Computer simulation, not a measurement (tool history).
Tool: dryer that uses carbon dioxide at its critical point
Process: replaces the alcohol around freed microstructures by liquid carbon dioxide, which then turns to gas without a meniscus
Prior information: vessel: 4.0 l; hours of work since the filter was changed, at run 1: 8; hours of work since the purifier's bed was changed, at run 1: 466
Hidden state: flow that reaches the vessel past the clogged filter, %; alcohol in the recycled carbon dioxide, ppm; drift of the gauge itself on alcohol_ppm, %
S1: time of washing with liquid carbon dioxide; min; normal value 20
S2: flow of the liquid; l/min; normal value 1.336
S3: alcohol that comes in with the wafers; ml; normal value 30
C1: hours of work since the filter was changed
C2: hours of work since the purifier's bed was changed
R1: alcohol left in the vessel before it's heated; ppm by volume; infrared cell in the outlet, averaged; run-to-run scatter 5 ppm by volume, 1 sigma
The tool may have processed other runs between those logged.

| run | hour | S1 | S2 | S3 | C1 | C2 | R1 |
|---|---|---|---|---|---|---|---|
| 1 | 0 | 20 | 1.336 | 30 | 8 | 466 | 157 |
| 2 | 11.7 | 20 | 1.336 | 30 | 13 | 471 | 155 |
| 3 | 37.7 | 20 | 1.336 | 30 | 25 | 483 | 156 |
| 4 | 61.6 | 20 | 1.336 | 30 | 36 | 494 | 166 |
| 5 | 86.2 | 25 | 1.336 | 30 | 47 | 505 | 128 |
| 6 | 105.7 | 25 | 1.336 | 30 | 56 | 514 | 125 |
| 7 | 121.2 | 25 | 1.25 | 30 | 63 | 521 | 136 |
| 8 | 140.2 | 25 | 1.25 | 30 | 71 | 529 | 136 |
| 9 | 167.6 | 25 | 1.25 | 30 | 83 | 541 | 155 |
| 10 | 180.6 | 20 | 1.336 | 30 | 89 | 547 | 182 |
| 11 | 207.3 | 20 | 1.336 | 30 | 101 | 559 | 191 |
| 12 | 225.6 | 20 | 1.336 | 30 | 109 | 567 | 183 |
| 13 | 251.8 | 26 | 1.336 | 30 | 121 | 579 | 144 |
| 14 | 271.2 | 26 | 1.336 | 30 | 130 | 588 | 149 |
| 15 | 298.7 | 20 | 1.336 | 43 | 142 | 600 | 215 |
| 16 | 312.6 | 20 | 1.336 | 55 | 149 | 606 | 251 |
| 17 | 328 | 20 | 1.336 | 55 | 155 | 613 | 257 |
| 18 | 341.7 | 20 | 1.336 | 30 | 162 | 620 | 208 |
| 19 | 353.4 | 12 | 1.336 | 42 | 167 | 625 | 748 |
| 20 | 364.7 | 20 | 1.336 | 96 | 172 | 630 | 351 |
| 21 | 387.9 | 20 | 0.85 | 96 | 182 | 640 | 1276 |
| 22 | 412 | 20 | 0.85 | 96 | 193 | 651 | 1310 |
| 23 | 432.5 | 16 | 0.98 | 57 | 202 | 660 | 1066 |
| 24 | 455.2 | 16 | 0.98 | 57 | 213 | 671 | 1038 |
| 25 | 476.8 | 31 | 2.14 | 87 | 222 | 680 | 157 |
| 26 | 504.1 | 31 | 2.14 | 87 | 235 | 692 | 169 |
| 27 | 520.4 | 31 | 1.5 | 30 | 242 | 700 | 160 |
| 28 | 542.5 | 31 | 1.5 | 30 | 252 | 710 | 165 |
|  | 555.9 | inlet filter changed |
| 29 | 563.1 | 31 | 1.5 | 30 | 3 | 719 | 167 |
| 30 | 585.5 | 31 | 1.5 | 30 | 13 | 729 | 166 |
| 31 | 600.4 | 16 | 1.37 | 30 | 20 | 735 | 277 |
| 32 | 624.9 | 27 | 1 | 30 | 31 | 746 | 202 |
| 33 | 646.5 | 14 | 1.77 | 94 | 41 | 756 | 392 |
| 34 | 665.6 | 23 | 1.55 | 116 | 49 | 765 | 211 |
| 35 | 689.5 | 31 | 1.87 | 30 | 60 | 775 | 189 |
| 36 | 707.1 | 24 | 1.87 | 30 | 68 | 783 | 180 |

Below are 4 alternative next runs, each starting from the tool's condition after run 36. Predict each:
| A | 719.3 | 14 | 1.87 | 22 | 73 | 789 | ? |
| B | 719.3 | 17 | 1.336 | 72 | 73 | 789 | ? |
| C | 719.3 | 24 | 1.02 | 102 | 73 | 789 | ? |
| D | 719.3 | 26 | 1.07 | 30 | 73 | 789 | ? |

| run | R1 |
|---|---|
| A | 225 |
| B | 422 |
| C | 433 |
| D | 218 |
Without the tool's unlogged condition, the same runs would have read:
| run | R1 |
|---|---|
| A | 42 |
| B | 210 |
| C | 210 |
| D | 39 |
